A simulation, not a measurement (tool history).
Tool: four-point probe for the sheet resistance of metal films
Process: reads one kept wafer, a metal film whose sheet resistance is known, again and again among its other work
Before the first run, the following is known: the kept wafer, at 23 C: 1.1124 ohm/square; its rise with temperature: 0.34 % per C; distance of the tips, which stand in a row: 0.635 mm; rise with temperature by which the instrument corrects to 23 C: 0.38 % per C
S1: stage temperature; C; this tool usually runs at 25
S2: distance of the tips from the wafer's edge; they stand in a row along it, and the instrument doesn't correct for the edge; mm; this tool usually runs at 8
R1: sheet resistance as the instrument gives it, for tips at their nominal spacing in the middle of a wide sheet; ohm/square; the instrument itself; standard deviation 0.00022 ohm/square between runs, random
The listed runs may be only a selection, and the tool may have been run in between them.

run    hour  S1  S2        R1
  1       0  25   8  1.120601
  2    35.9  25   8  1.120631
  3   107.6  22   8  1.123105
  4     184  22   8  1.123103
  5   251.3  22   8  1.122162
  6   327.2  22   8  1.123019
  7   378.7  25  12  1.119477
  8   458.1  25  12   1.11973
  9   494.8  25  12  1.119723
 10   557.8  33   8  1.117956
 11   634.1  33   8  1.118148
 12   680.5  31   8  1.119531
 13   742.2  31   8  1.119591
 14   801.7  20   8  1.124971
 15   875.2  20  16  1.122823
 16   950.5  32   8  1.119568
 17  1017.7  32   8  1.119762
 18  1057.9  25   4  1.134304
 19  1131.4  25   4  1.134977
 20    1204  25   4  1.134607
 21  1268.5  25  28  1.120011
 22  1331.6  25  28  1.120371
 23  1379.3  24   8  1.124456
 24  1448.4  25  50  1.120141
 25  1503.9  29  10  1.120921
 26    1584  33  19  1.117259
 27  1647.5  24  25  1.121572
 28  1712.8  20  49  1.123375
 29    1790  34   7  1.121348
 30  1845.3  34   7  1.121963
 31  1904.7  27  10  1.122249
 32  1955.9  27  10  1.122139
 33  2021.2  30   3  1.145288
 34  2076.6  25   8  1.125624
 35  2149.5  25   4  1.137132
 36  2191.9  25   4  1.136961
 37  2261.6  25   4  1.136792
 38  2335.7  19   6  1.132053
 39    2411  19   6  1.132152
 40  2447.6  24  36   1.12283
 41  2526.3  30  10  1.122199
 42  2596.4  24   5  1.132638
 43    2681  31   5  1.129556

Missing from the log above: 2 entries noted between runs. For each, name the pair of listed runs it sits between and say how the tool's hidden condition differs from the listed run just before to the listed run just after:
In the gap between runs 2 and 3: stage's thermometer calibrated (hour 78.5)
  inner tips' distance over the nominal, %: 0.452 -> 0.463; tips' flats over new ones', %: 16 -> 17; wafer's true temperature over the reading, C: 0.12 -> 0.15
  the result without the hidden state subtracted from the measured one, R1: +0.005885 -> +0.006178 ohm/square
In the gap between runs 4 and 5: stage's thermometer calibrated, once more (hour 232.5)
  inner tips' distance over the nominal, %: 0.475 -> 0.486; tips' flats over new ones', %: 17 -> 18; wafer's true temperature over the reading, C: 0.16 -> 0.09
  the result without the hidden state subtracted from the measured one, R1: +0.006337 -> +0.006211 ohm/square
